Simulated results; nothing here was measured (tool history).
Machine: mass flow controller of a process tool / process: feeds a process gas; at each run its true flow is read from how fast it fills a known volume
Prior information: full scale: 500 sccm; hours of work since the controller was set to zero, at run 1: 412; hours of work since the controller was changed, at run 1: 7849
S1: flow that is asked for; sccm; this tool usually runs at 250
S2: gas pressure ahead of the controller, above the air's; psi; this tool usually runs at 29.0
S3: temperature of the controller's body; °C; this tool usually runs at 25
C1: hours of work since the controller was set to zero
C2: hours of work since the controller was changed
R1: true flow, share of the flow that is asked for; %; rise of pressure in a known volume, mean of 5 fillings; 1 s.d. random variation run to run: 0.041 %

| run | hour | S1 | S2 | S3 | C1 | C2 | R1 |
|---|---|---|---|---|---|---|---|
| 1 | 0.0 | 250 | 29.0 | 25 | 412 | 7849 | 98.76 |
| 2 | 346.0 | 85 | 29.0 | 25 | 668 | 8105 | 98.10 |
| 3 | 628.2 | 250 | 29.0 | 33 | 877 | 8314 | 99.58 |
| 4 | 900.8 | 250 | 29.0 | 33 | 1079 | 8516 | 99.76 |
| 5 | 1141.3 | 250 | 37.7 | 25 | 1257 | 8694 | 98.96 |
| 6 | 1556.5 | 250 | 37.7 | 25 | 1564 | 9002 | 99.13 |
| 7 | 1989.7 | 250 | 37.7 | 25 | 1885 | 9322 | 99.39 |
| 8 | 2424.6 | 241 | 29.0 | 25 | 2207 | 9644 | 99.82 |
| 9 | 2844.0 | 241 | 36.1 | 25 | 2517 | 9955 | 99.81 |
| 10 | 3201.7 | 241 | 36.1 | 25 | 2782 | 10220 | 99.98 |
| 11 | 3543.8 | 241 | 36.1 | 25 | 3035 | 10473 | 100.22 |
| 12 | 3785.5 | 241 | 36.1 | 25 | 3214 | 10652 | 100.24 |
| 13 | 4132.0 | 241 | 36.1 | 25 | 3471 | 10909 | 100.47 |
| 14 | 4460.9 | 241 | 36.1 | 33 | 3715 | 11152 | 101.16 |
|  | 4643.2 | controller exchanged for a calibrated one |
| 15 | 4937.8 | 241 | 36.1 | 33 | 218 | 218 | 101.28 |
| 16 | 5325.0 | 269 | 29.0 | 25 | 505 | 505 | 101.42 |
|  | 5436.0 | gauge calibrated |
| 17 | 5521.7 | 269 | 29.0 | 25 | 650 | 650 | 98.86 |
| 18 | 5769.1 | 269 | 29.0 | 25 | 834 | 834 | 99.01 |
| 19 | 6003.2 | 269 | 29.0 | 25 | 1007 | 1007 | 99.15 |
| 20 | 6246.5 | 250 | 29.0 | 25 | 1187 | 1187 | 99.11 |
| 21 | 6484.9 | 256 | 29.0 | 25 | 1364 | 1364 | 99.26 |
| 22 | 6701.7 | 256 | 29.0 | 25 | 1524 | 1524 | 99.40 |
| 23 | 7056.7 | 256 | 29.0 | 25 | 1787 | 1787 | 99.48 |
| 24 | 7383.1 | 256 | 29.0 | 25 | 2029 | 2029 | 99.68 |
| 25 | 7633.7 | 102 | 23.8 | 23 | 2214 | 2214 | 99.14 |
| 26 | 8007.3 | 400 | 37.9 | 39 | 2491 | 2491 | 101.23 |
| 27 | 8228.5 | 253 | 31.9 | 30 | 2655 | 2655 | 100.34 |
| 28 | 8682.5 | 199 | 29.0 | 25 | 2991 | 2991 | 100.02 |
| 29 | 9023.2 | 199 | 29.0 | 25 | 3243 | 3243 | 100.25 |
| 30 | 9424.3 | 199 | 33.4 | 25 | 3540 | 3540 | 100.20 |
| 31 | 9711.3 | 199 | 33.4 | 25 | 3753 | 3753 | 100.41 |
| 32 | 9956.0 | 498 | 30.9 | 25 | 3934 | 3934 | 102.12 |
| 33 | 10185.9 | 498 | 30.9 | 25 | 4104 | 4104 | 102.29 |
| 34 | 10635.4 | 270 | 22.6 | 25 | 4437 | 4437 | 101.65 |
| 35 | 10977.9 | 270 | 22.6 | 25 | 4690 | 4690 | 101.80 |
| 36 | 11267.2 | 146 | 24.2 | 25 | 4905 | 4905 | 101.21 |
| 37 | 11750.4 | 250 | 26.5 | 25 | 5262 | 5262 | 101.81 |
| 38 | 12219.5 | 250 | 28.9 | 27 | 5610 | 5610 | 102.18 |
| 39 | 12586.5 | 68 | 29.0 | 21 | 5882 | 5882 | 100.98 |
| 40 | 12805.2 | 66 | 38.9 | 25 | 6043 | 6043 | 100.95 |
| 41 | 13077.2 | 421 | 23.1 | 25 | 6245 | 6245 | 103.61 |
|  | 13197.7 | gauge calibrated |
| 42 | 13317.3 | 421 | 23.1 | 25 | 6423 | 6423 | 99.92 |
| 43 | 13683.3 | 421 | 23.1 | 25 | 6694 | 6694 | 100.12 |
| 44 | 13971.7 | 447 | 29.0 | 23 | 6907 | 6907 | 99.99 |
| 45 | 14448.8 | 114 | 40.3 | 24 | 7260 | 7260 | 98.21 |
|  | 14655.1 | controller's zero set anew |
| 46 | 14878.2 | 250 | 24.1 | 25 | 165 | 7578 | 99.73 |
| 47 | 15328.1 | 78 | 37.7 | 30 | 498 | 7911 | 98.86 |

5 options for the next run, each taken on its own from the tool as it stands now. Forecast them:
| A | 15571.3 | 250 | 29.0 | 29 | 678 | 8091 | ? |
| B | 15571.3 | 250 | 27.8 | 25 | 678 | 8091 | ? |
| C | 15571.3 | 115 | 38.4 | 33 | 678 | 8091 | ? |
| D | 15571.3 | 375 | 27.4 | 37 | 678 | 8091 | ? |
| E | 15571.3 | 88 | 29.0 | 25 | 678 | 8091 | ? |

| run | R1 |
|---|---|
| A | 100.15 |
| B | 99.92 |
| C | 99.33 |
| D | 101.31 |
| E | 99.09 |
Without the tool's unlogged condition, the same runs would have read:
| run | R1 |
|---|---|
| A | 98.99 |
| B | 98.76 |
| C | 98.18 |
| D | 100.14 |
| E | 97.94 |
